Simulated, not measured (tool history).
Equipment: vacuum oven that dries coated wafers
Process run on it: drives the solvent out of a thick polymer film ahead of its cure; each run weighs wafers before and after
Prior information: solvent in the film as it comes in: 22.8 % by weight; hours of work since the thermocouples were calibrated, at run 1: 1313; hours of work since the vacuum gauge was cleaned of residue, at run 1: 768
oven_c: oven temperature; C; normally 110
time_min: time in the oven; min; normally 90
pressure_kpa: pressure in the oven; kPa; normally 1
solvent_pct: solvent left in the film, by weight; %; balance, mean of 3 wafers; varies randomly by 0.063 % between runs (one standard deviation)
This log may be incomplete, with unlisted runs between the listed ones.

run,hour,oven_c,time_min,pressure_kpa,hours of work since the thermocouples were calibrated,hours of work since the vacuum gauge was cleaned of residue,solvent_pct
1,0,110,90,1,1313,768,4.32
2,28.2,110,90,1,1327,782,4.36
3,65.6,110,90,1,1346,801,4.37
4,91.2,110,90,1,1358,813,4.35
5,121.2,110,90,1,1373,828,4.43
6,148.5,110,90,1,1387,842,4.46
7,190.4,110,90,1,1407,862,4.45
8,215.7,110,90,1,1420,875,4.4
9,249,110,90,1,1436,891,4.49
10,283.8,110,62,1,1453,909,6.68
11,322.6,110,90,1.68,1473,928,4.69
12,339.7,111,90,1.68,1481,936,4.44
13,371.8,110,50,1,1497,952,8.33
14,406.4,109,50,1,1514,969,8.84
# hour 432.5: oven's thermocouples calibrated
15,450.1,109,50,1,9,990,8.05
16,489.1,110,159,1,28,1009,1.55
17,508.5,110,90,1,38,1019,3.92
18,533.7,110,90,1,50,1031,4.09
19,568.4,110,90,1,67,1048,3.97
20,604.6,110,90,1,85,1066,3.98
21,627.5,110,90,1,96,1077,4.12
22,655.6,110,87,1,110,1091,4.24
23,677.4,110,87,1,121,1102,4.28
24,711.5,124,159,2.32,138,1119,0.87
25,746.4,108,78,0.74,155,1136,5.5
26,769.3,121,90,1.93,166,1148,1.6
27,803.9,121,90,1.93,184,1165,1.64
28,838.8,113,154,0.52,201,1182,1.03
29,867.6,113,154,0.52,215,1196,1.02
30,886.9,110,113,2.3,225,1206,3.43
31,925.1,118,48,1,243,1225,5.14
32,946.3,118,48,1,254,1235,5.15
33,981.1,106,70,2.12,271,1252,7.49
34,1008.4,122,90,0.94,285,1266,1.18
35,1031.1,121,49,1.21,296,1277,4.12
36,1058,121,49,1.21,309,1290,4.02
37,1078,95,142,1,319,1300,7.24
38,1098.1,117,85,1.54,329,1310,2.48
39,1123.5,113,85,2.52,341,1323,4.08
40,1159,113,85,2.52,359,1340,3.98
41,1185.7,113,121,0.73,372,1353,1.8
42,1219.6,105,94,1.43,389,1370,5.94
43,1249.5,105,104,1,404,1385,5.04
44,1285.5,121,52,1,422,1403,3.79

Describe how what the log doesn't record of the tool's condition differs between the last listed run preceding each entry between runs and the first listed run following it.
Run 14 -> run 15: oven's thermocouples calibrated (hour 432.5)
  true wafer temperature over the reading, C: -1.62 -> -0.04; true pressure over the reading, kPa: 0.386 -> 0.394
  the result without the hidden state subtracted from the measured one, solvent_pct: +0.75 -> +0.14 %
